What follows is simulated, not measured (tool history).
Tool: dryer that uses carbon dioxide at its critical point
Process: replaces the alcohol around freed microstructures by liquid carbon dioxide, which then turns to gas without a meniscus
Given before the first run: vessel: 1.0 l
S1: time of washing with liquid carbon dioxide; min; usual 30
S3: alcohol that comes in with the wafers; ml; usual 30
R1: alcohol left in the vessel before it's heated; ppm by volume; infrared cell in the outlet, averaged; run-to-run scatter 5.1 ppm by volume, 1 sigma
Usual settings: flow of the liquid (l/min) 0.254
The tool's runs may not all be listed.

Run 1, day 0: usual settings. Result: R1 140 ppm by volume.
Run 2, day 0.325: usual settings but S3 101 ml. Result: R1 458 ppm by volume.
Run 3, day 0.812: usual settings but S3 26 ml. Result: R1 130 ppm by volume.
Run 4, day 1.312: usual settings but flow of the liquid (l/min) 0.209, S3 26 ml. Result: R1 318 ppm by volume.
Run 5, day 1.625: usual settings but flow of the liquid (l/min) 0.209, S3 26 ml. Result: R1 318 ppm by volume.
Run 6, day 2.133: usual settings but flow of the liquid (l/min) 0.209, S3 26 ml. Result: R1 320 ppm by volume.
Run 7, day 2.383: usual settings but flow of the liquid (l/min) 0.209, S3 26 ml. Result: R1 334 ppm by volume.
Run 8, day 2.779: usual settings but flow of the liquid (l/min) 0.209, S3 26 ml. Result: R1 340 ppm by volume.
Run 9, day 3.021: usual settings but flow of the liquid (l/min) 0.209, S3 26 ml. Result: R1 330 ppm by volume.
Run 10, day 3.421: usual settings but flow of the liquid (l/min) 0.209, S3 26 ml. Result: R1 330 ppm by volume.
Run 11, day 3.662: usual settings but S3 73 ml. Result: R1 361 ppm by volume.
Run 12, day 3.975: usual settings but flow of the liquid (l/min) 0.364. Result: R1 32 ppm by volume.
Run 13, day 4.542: usual settings but flow of the liquid (l/min) 0.364. Result: R1 32 ppm by volume.
Run 14, day 4.912: usual settings but flow of the liquid (l/min) 0.364. Result: R1 31 ppm by volume.
Run 15, day 5.362: usual settings but flow of the liquid (l/min) 0.364. Result: R1 35 ppm by volume.
Run 16, day 5.65: usual settings but S1 43 min, flow of the liquid (l/min) 0.364. Result: R1 27 ppm by volume.
Run 17, day 6.042: usual settings but S1 43 min, flow of the liquid (l/min) 0.364. Result: R1 25 ppm by volume.
Run 18, day 6.496: usual settings but S1 43 min, flow of the liquid (l/min) 0.364, S3 105 ml. Result: R1 26 ppm by volume.
Run 19, day 6.738: usual settings but S1 43 min, flow of the liquid (l/min) 0.364, S3 105 ml. Result: R1 25 ppm by volume.
Run 20, day 6.996: usual settings but S1 31 min. Result: R1 59 ppm by volume.
Run 21, day 7.317: usual settings but S1 31 min. Result: R1 63 ppm by volume.
Run 22, day 7.817: usual settings but S1 31 min. Result: R1 58 ppm by volume.
Run 23, day 8.288: usual settings but S1 31 min. Result: R1 61 ppm by volume.
Run 24, day 8.567: usual settings but S1 31 min. Result: R1 75 ppm by volume.
Run 25, day 8.85: usual settings but S1 31 min. Result: R1 68 ppm by volume.
Run 26, day 9.283: usual settings but S1 33 min, flow of the liquid (l/min) 0.273, S3 50 ml. Result: R1 54 ppm by volume.
Run 27, day 9.562: usual settings but S1 27 min, flow of the liquid (l/min) 0.215. Result: R1 272 ppm by volume.
Run 28, day 10.046: usual settings but S1 22 min, flow of the liquid (l/min) 0.27, S3 47 ml. Result: R1 369 ppm by volume.
Run 29, day 10.404: usual settings but S1 22 min, flow of the liquid (l/min) 0.27, S3 47 ml. Result: R1 379 ppm by volume.
Run 30, day 10.992: usual settings but flow of the liquid (l/min) 0.43, S3 33 ml. Result: R1 22 ppm by volume.
Run 31, day 11.35: usual settings but flow of the liquid (l/min) 0.43, S3 33 ml. Result: R1 25 ppm by volume.
Run 32, day 11.729: usual settings but flow of the liquid (l/min) 0.43, S3 33 ml. Result: R1 31 ppm by volume.
Run 33, day 12.021: usual settings but flow of the liquid (l/min) 0.43, S3 33 ml. Result: R1 35 ppm by volume.
Run 34, day 12.375: usual settings but S1 29 min, flow of the liquid (l/min) 0.195, S3 37 ml. Result: R1 386 ppm by volume.
Run 35, day 12.85: usual settings but S1 42 min, flow of the liquid (l/min) 0.175, S3 96 ml. Result: R1 272 ppm by volume.
Run 36, day 13.371: usual settings but S1 28 min, S3 54 ml. Result: R1 199 ppm by volume.
Run 37, day 13.646: usual settings but S1 28 min, S3 54 ml. Result: R1 193 ppm by volume.
Run 38, day 13.962: usual settings but S3 25 ml. Result: R1 82 ppm by volume.
Run 39, day 14.371: usual settings but flow of the liquid (l/min) 0.289, S3 90 ml. Result: R1 107 ppm by volume.
Run 40, day 14.633: usual settings but flow of the liquid (l/min) 0.289, S3 90 ml. Result: R1 111 ppm by volume.
Run 41, day 15.188: usual settings but S1 18 min, flow of the liquid (l/min) 0.153, S3 40 ml. Result: R1 4409 ppm by volume.
Run 42, day 15.45: usual settings but S1 19 min, flow of the liquid (l/min) 0.305, S3 91 ml. Result: R1 895 ppm by volume.
Run 43, day 16: usual settings but flow of the liquid (l/min) 0.229. Result: R1 156 ppm by volume.
Run 44, day 16.388: usual settings but flow of the liquid (l/min) 0.229. Result: R1 143 ppm by volume.
Run 45, day 16.65: usual settings but S1 43 min, flow of the liquid (l/min) 0.188, S3 21 ml. Result: R1 59 ppm by volume.
Run 46, day 17.188: usual settings but S1 43 min, flow of the liquid (l/min) 0.188, S3 21 ml. Result: R1 66 ppm by volume.
Run 47, day 17.475: usual settings but S1 48 min, flow of the liquid (l/min) 0.177, S3 112 ml. Result: R1 169 ppm by volume.

Removed from this log: 1 entry logged between the listed runs. Between which two listed runs does each belong, and how does the tool's hidden state at the listed run before it compare with that at the listed run after it?
Runs 15 to 16: inlet filter changed (day 5.588)
  flow that reaches the vessel past the clogged filter, %: 82.1 -> 99.9; alcohol in the recycled carbon dioxide, ppm: 21.5 -> 21.6
  difference, measured minus the result without the unlogged condition, R1: +28 -> +17 ppm by volume
